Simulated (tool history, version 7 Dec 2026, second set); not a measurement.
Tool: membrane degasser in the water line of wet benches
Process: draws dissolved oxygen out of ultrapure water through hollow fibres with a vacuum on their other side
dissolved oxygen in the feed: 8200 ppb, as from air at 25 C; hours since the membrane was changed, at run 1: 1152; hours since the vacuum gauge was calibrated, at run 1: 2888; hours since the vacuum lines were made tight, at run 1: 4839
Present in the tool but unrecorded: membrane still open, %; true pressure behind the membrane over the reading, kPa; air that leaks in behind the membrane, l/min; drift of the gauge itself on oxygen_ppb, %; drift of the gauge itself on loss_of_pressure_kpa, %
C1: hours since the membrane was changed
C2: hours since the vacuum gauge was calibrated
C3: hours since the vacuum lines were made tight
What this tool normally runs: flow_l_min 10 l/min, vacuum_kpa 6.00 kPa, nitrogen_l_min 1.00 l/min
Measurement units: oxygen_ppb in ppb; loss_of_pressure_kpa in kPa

Run 1, day 0.000: usual settings; C1 1152; C2 2888; C3 4839. Result: oxygen_ppb 81.0 ppb, loss_of_pressure_kpa 56.42 kPa.
Run 2, day 1.792: usual settings; C1 1195; C2 2931; C3 4882. Result: oxygen_ppb 81.1 ppb, loss_of_pressure_kpa 56.13 kPa.
Run 3, day 2.883: usual settings but vacuum_kpa 4.15 kPa; C1 1221; C2 2957; C3 4909. Result: oxygen_ppb 35.4 ppb, loss_of_pressure_kpa 56.94 kPa.
Run 4, day 4.179: usual settings but vacuum_kpa 9.60 kPa; C1 1252; C2 2988; C3 4940. Result: oxygen_ppb 168.2 ppb, loss_of_pressure_kpa 56.37 kPa.
Run 5, day 5.392: usual settings but vacuum_kpa 9.60 kPa; C1 1281; C2 3017; C3 4969. Result: oxygen_ppb 170.9 ppb, loss_of_pressure_kpa 56.37 kPa.
Run 6, day 7.262: usual settings but vacuum_kpa 9.60 kPa; C1 1326; C2 3062; C3 5014. Result: oxygen_ppb 166.3 ppb, loss_of_pressure_kpa 56.19 kPa.
At day 7.367: vacuum gauge calibrated.
Run 7, day 8.812: usual settings; C1 1363; C2 35; C3 5051. Result: oxygen_ppb 81.9 ppb, loss_of_pressure_kpa 56.69 kPa.
Run 8, day 10.346: usual settings but flow_l_min 14 l/min, vacuum_kpa 4.07 kPa, nitrogen_l_min 0.50 l/min; C1 1400; C2 72; C3 5087. Result: oxygen_ppb 98.5 ppb, loss_of_pressure_kpa 78.66 kPa.
At day 11.988: vacuum gauge calibrated, once more.
Run 9, day 12.138: usual settings but flow_l_min 14 l/min, vacuum_kpa 4.07 kPa, nitrogen_l_min 0.50 l/min; C1 1442; C2 4; C3 5130. Result: oxygen_ppb 90.8 ppb, loss_of_pressure_kpa 79.74 kPa.
Run 10, day 13.967: usual settings but nitrogen_l_min 0.45 l/min; C1 1486; C2 47; C3 5174. Result: oxygen_ppb 150.4 ppb, loss_of_pressure_kpa 56.99 kPa.
Run 11, day 15.771: usual settings but flow_l_min 12 l/min, vacuum_kpa 5.31 kPa, nitrogen_l_min 0.70 l/min; C1 1529; C2 91; C3 5217. Result: oxygen_ppb 105.0 ppb, loss_of_pressure_kpa 67.68 kPa.
Run 12, day 17.675: usual settings but vacuum_kpa 9.35 kPa; C1 1575; C2 136; C3 5263. Result: oxygen_ppb 161.4 ppb, loss_of_pressure_kpa 56.88 kPa.
Run 13, day 19.608: usual settings but flow_l_min 14 l/min, nitrogen_l_min 1.20 l/min; C1 1621; C2 183; C3 5309. Result: oxygen_ppb 116.9 ppb, loss_of_pressure_kpa 79.18 kPa.

Below are 3 alternative next runs, each starting from the tool's condition after run 13. Predict each:
Run A, day 21.229: usual settings but flow_l_min 14 l/min, vacuum_kpa 11.63 kPa, nitrogen_l_min 1.20 l/min; C1 1660; C2 222; C3 5348. Result: oxygen_ppb ?, loss_of_pressure_kpa ?.
Run B, day 21.229: usual settings but flow_l_min 14 l/min, nitrogen_l_min 1.97 l/min; C1 1660; C2 222; C3 5348. Result: oxygen_ppb ?, loss_of_pressure_kpa ?.
Run C, day 21.229: usual settings but flow_l_min 11 l/min, nitrogen_l_min 1.20 l/min; C1 1660; C2 222; C3 5348. Result: oxygen_ppb ?, loss_of_pressure_kpa ?.

run  oxygen_ppb  loss_of_pressure_kpa
  A       268.0                 80.05
  B        90.4                 79.38
  C        75.9                 62.36
What these runs would have given with no unlogged condition in the tool:
run  oxygen_ppb  loss_of_pressure_kpa
  A       255.6                 78.68
  B        84.2                 78.02
  C        70.8                 61.28
